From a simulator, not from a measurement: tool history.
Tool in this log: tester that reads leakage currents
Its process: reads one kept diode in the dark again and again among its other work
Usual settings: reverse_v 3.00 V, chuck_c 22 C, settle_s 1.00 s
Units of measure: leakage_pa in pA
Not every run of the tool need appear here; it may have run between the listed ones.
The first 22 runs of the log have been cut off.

{"hour": 4084.7, "done": "chuck's temperature calibrated"}
{"run": 23, "hour": 4201.2, "reverse_v": 1.23, "chuck_c": 22, "settle_s": 0.47, "leakage_pa": 14.1}
{"run": 24, "hour": 4347.1, "reverse_v": 1.88, "chuck_c": 29, "settle_s": 0.57, "leakage_pa": 29.36}
{"run": 25, "hour": 4545.8, "reverse_v": 11.04, "chuck_c": 27, "settle_s": 3.4, "leakage_pa": 52.72}
{"run": 26, "hour": 4677.8, "reverse_v": 2.66, "chuck_c": 22, "settle_s": 1.0, "leakage_pa": 17.87}
{"run": 27, "hour": 4822.2, "reverse_v": 2.56, "chuck_c": 27, "settle_s": 0.47, "leakage_pa": 26.4}
{"hour": 4845.0, "done": "tester calibrated"}
{"hour": 4847.0, "done": "chuck's temperature calibrated"}
{"run": 28, "hour": 5031.7, "reverse_v": 4.18, "chuck_c": 22, "settle_s": 5.28, "leakage_pa": 24.56}
{"run": 29, "hour": 5198.3, "reverse_v": 4.89, "chuck_c": 32, "settle_s": 8.28, "leakage_pa": 56.41}
{"run": 30, "hour": 5447.5, "reverse_v": 19.57, "chuck_c": 26, "settle_s": 1.32, "leakage_pa": 72.88}
{"hour": 5611.7, "done": "chuck's temperature calibrated"}
{"run": 31, "hour": 5672.4, "reverse_v": 3.0, "chuck_c": 34, "settle_s": 1.0, "leakage_pa": 58.27}
{"run": 32, "hour": 5811.6, "reverse_v": 3.0, "chuck_c": 24, "settle_s": 0.42, "leakage_pa": 26.67}
{"hour": 5865.4, "done": "probe card cleaned and baked"}
{"run": 33, "hour": 5984.3, "reverse_v": 1.28, "chuck_c": 22, "settle_s": 1.0, "leakage_pa": 12.76}
{"run": 34, "hour": 6176.7, "reverse_v": 2.19, "chuck_c": 24, "settle_s": 1.04, "leakage_pa": 18.48}
{"hour": 6375.8, "done": "chuck's temperature calibrated"}
{"run": 35, "hour": 6444.0, "reverse_v": 2.39, "chuck_c": 55, "settle_s": 0.92, "leakage_pa": 270.19}

Below are 4 alternative next runs, each starting from the tool's condition after run 35. Predict each:
{"run": "A", "hour": 6696.8, "reverse_v": 1.13, "chuck_c": 26, "settle_s": 0.62, "leakage_pa": "?"}
{"run": "B", "hour": 6696.8, "reverse_v": 14.57, "chuck_c": 38, "settle_s": 0.53, "leakage_pa": "?"}
{"run": "C", "hour": 6696.8, "reverse_v": 3.0, "chuck_c": 57, "settle_s": 1.0, "leakage_pa": "?"}
{"run": "D", "hour": 6696.8, "reverse_v": 3.0, "chuck_c": 22, "settle_s": 0.37, "leakage_pa": "?"}

run=A leakage_pa=18.17
run=B leakage_pa=148.18
run=C leakage_pa=325.94
run=D leakage_pa=20.63
With no hidden state in the tool, these same runs would have given:
run=A leakage_pa=19.13
run=B leakage_pa=153.84
run=C leakage_pa=343.81
run=D leakage_pa=21.25

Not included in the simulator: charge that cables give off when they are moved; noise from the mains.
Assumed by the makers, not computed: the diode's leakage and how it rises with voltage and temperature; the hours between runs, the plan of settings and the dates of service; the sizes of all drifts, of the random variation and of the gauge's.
